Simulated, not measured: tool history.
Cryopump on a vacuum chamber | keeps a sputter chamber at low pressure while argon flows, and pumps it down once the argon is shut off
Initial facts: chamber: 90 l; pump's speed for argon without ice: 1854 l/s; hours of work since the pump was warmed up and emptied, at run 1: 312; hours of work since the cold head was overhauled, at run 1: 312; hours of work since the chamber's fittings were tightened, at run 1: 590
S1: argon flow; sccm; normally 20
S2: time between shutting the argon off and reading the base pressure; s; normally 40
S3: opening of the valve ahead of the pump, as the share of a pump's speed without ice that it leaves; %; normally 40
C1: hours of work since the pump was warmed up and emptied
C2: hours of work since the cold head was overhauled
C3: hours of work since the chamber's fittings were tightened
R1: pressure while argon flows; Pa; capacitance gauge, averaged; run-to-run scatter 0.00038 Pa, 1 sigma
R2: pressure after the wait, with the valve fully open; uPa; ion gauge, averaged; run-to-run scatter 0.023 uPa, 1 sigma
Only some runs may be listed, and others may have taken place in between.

run 1 day=0.000 | S1=20 S2=40 S3=40 | C1=312 C2=312 C3=590 | R1=0.0467 R2=1.33
run 2 day=1.512 | S1=20 S2=40 S3=40 | C1=342 C2=342 C3=620 | R1=0.0468 R2=1.27
run 3 day=2.450 | S1=20 S2=40 S3=40 | C1=361 C2=361 C3=639 | R1=0.0473 R2=1.32
run 4 day=3.250 | S1=20 S2=40 S3=40 | C1=377 C2=377 C3=655 | R1=0.0475 R2=1.34
run 5 day=4.696 | S1=20 S2=42 S3=40 | C1=406 C2=406 C3=684 | R1=0.0473 R2=1.32
run 6 day=5.783 | S1=20 S2=42 S3=40 | C1=428 C2=428 C3=706 | R1=0.0474 R2=1.33
run 7 day=6.892 | S1=20 S2=42 S3=40 | C1=450 C2=450 C3=728 | R1=0.0477 R2=1.37
run 8 day=8.167 | S1=20 S2=42 S3=40 | C1=476 C2=476 C3=754 | R1=0.0472 R2=1.38
run 9 day=9.167 | S1=20 S2=42 S3=40 | C1=496 C2=496 C3=774 | R1=0.0474 R2=1.42
run 10 day=10.062 | S1=34 S2=40 S3=40 | C1=514 C2=514 C3=792 | R1=0.0803 R2=1.52
run 11 day=11.704 | S1=13 S2=40 S3=40 | C1=547 C2=547 C3=825 | R1=0.0308 R2=1.47
run 12 day=12.904 | S1=20 S2=41 S3=40 | C1=571 C2=571 C3=849 | R1=0.0475 R2=1.50
run 13 day=14.583 | S1=20 S2=40 S3=40 | C1=605 C2=605 C3=883 | R1=0.0474 R2=1.53
run 14 day=15.983 | S1=20 S2=40 S3=40 | C1=633 C2=633 C3=911 | R1=0.0480 R2=1.58
run 15 day=16.825 | S1=22 S2=40 S3=40 | C1=650 C2=650 C3=928 | R1=0.0529 R2=1.59
run 16 day=17.838 | S1=22 S2=40 S3=40 | C1=671 C2=671 C3=948 | R1=0.0534 R2=1.66
run 17 day=18.983 | S1=20 S2=40 S3=40 | C1=694 C2=694 C3=971 | R1=0.0485 R2=1.61
run 18 day=19.867 | S1=20 S2=40 S3=40 | C1=711 C2=711 C3=989 | R1=0.0483 R2=1.65
run 19 day=20.842 | S1=20 S2=40 S3=40 | C1=731 C2=731 C3=1009 | R1=0.0483 R2=1.69
run 20 day=22.067 | S1=15 S2=240 S3=58 | C1=756 C2=756 C3=1033 | R1=0.0264 R2=1.21
run 21 day=22.908 | S1=20 S2=276 S3=40 | C1=772 C2=772 C3=1050 | R1=0.0489 R2=1.27
-- day=23.267 pump warmed up, emptied and cooled again
run 22 day=23.862 | S1=20 S2=276 S3=40 | C1=12 C2=787 C3=1065 | R1=0.0458 R2=1.10
run 23 day=25.562 | S1=20 S2=154 S3=32 | C1=46 C2=822 C3=1099 | R1=0.0575 R2=1.20
run 24 day=26.775 | S1=14 S2=154 S3=15 | C1=70 C2=846 C3=1124 | R1=0.0854 R2=1.24
-- day=28.046 leaking fittings of the chamber tightened, without venting
run 25 day=28.508 | S1=9 S2=213 S3=30 | C1=104 C2=879 C3=9 | R1=0.0278 R2=0.27
run 26 day=29.592 | S1=9 S2=213 S3=30 | C1=125 C2=901 C3=31 | R1=0.0269 R2=0.29
run 27 day=30.488 | S1=9 S2=213 S3=30 | C1=143 C2=919 C3=49 | R1=0.0275 R2=0.33
run 28 day=31.283 | S1=37 S2=47 S3=30 | C1=159 C2=935 C3=65 | R1=0.1131 R2=0.77
run 29 day=32.571 | S1=12 S2=39 S3=40 | C1=185 C2=961 C3=91 | R1=0.0282 R2=0.92
run 30 day=33.583 | S1=12 S2=39 S3=40 | C1=206 C2=981 C3=111 | R1=0.0276 R2=0.90
run 31 day=34.750 | S1=12 S2=39 S3=40 | C1=229 C2=1005 C3=135 | R1=0.0281 R2=0.94
run 32 day=36.267 | S1=12 S2=39 S3=40 | C1=260 C2=1035 C3=165 | R1=0.0277 R2=0.96
run 33 day=37.433 | S1=29 S2=54 S3=20 | C1=283 C2=1059 C3=189 | R1=0.1349 R2=0.78

Here are 5 independent what-if runs from the current tool condition. What would each one return?
run A day=38.217 | S1=27 S2=135 S3=16 | C1=299 C2=1074 C3=204 | R1=? R2=?
run B day=38.217 | S1=27 S2=72 S3=24 | C1=299 C2=1074 C3=204 | R1=? R2=?
run C day=38.217 | S1=12 S2=73 S3=29 | C1=299 C2=1074 C3=204 | R1=? R2=?
run D day=38.217 | S1=23 S2=54 S3=16 | C1=299 C2=1074 C3=204 | R1=? R2=?
run E day=38.217 | S1=31 S2=25 S3=20 | C1=299 C2=1074 C3=204 | R1=? R2=?

run=A R1=0.1565 R2=0.57
run=B R1=0.1046 R2=0.74
run=C R1=0.0381 R2=0.71
run=D R1=0.1327 R2=0.81
run=E R1=0.1445 R2=1.37
Without the tool's unlogged condition, the same runs would have read:
run=A R1=0.1545 R2=0.37
run=B R1=0.1025 R2=0.54
run=C R1=0.0372 R2=0.51
run=D R1=0.1310 R2=0.61
run=E R1=0.1421 R2=1.17
